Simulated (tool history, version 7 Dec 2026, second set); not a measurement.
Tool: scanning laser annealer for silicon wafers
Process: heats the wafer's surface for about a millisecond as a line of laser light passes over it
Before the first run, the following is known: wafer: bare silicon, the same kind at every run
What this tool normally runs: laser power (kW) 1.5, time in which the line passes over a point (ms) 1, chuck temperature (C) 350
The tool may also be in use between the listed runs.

run	hour	laser power (kW)	time in which the line passes over a point (ms)	chuck temperature (C)	highest temperature of the surface (C)
1	0	1.5	1	350	1168
2	8	1.5	1	350	1168
3	18.6	1.545	1	350	1194
4	27	1.384	1	350	1106
5	35.6	1.384	1	350	1104
6	40.9	1.5	1.08	350	1199
7	47.5	1.5	0.87	350	1106
8	55.3	1.5	0.87	350	1110
9	66.3	1.635	1	350	1240
10	73.4	1.635	1	350	1241
11	84.2	1.418	1.24	323	1183
12	93	1.382	1.15	388	1195
13	100.7	1.5	0.76	350	1058
14	107	1.5	0.76	350	1058
15	114.1	1.51	0.76	375	1087
16	121.6	1.51	0.76	375	1089
17	131.2	1.51	0.91	348	1129
18	140.3	1.543	1.08	350	1218

Same runs, no hidden state in the tool, same run-to-run variation:
The tool's hidden condition here consists of: light that passes the window, % of a clean one's; laser's true power over the reading, %; width of the line over the set one, %; drift of the gauge itself on peak_c, C.
run	highest temperature of the surface (C)
1	1192
2	1193
3	1220
4	1129
5	1128
6	1226
7	1131
8	1135
9	1270
10	1272
11	1213
12	1223
13	1083
14	1084
15	1113
16	1116
17	1159
18	1251

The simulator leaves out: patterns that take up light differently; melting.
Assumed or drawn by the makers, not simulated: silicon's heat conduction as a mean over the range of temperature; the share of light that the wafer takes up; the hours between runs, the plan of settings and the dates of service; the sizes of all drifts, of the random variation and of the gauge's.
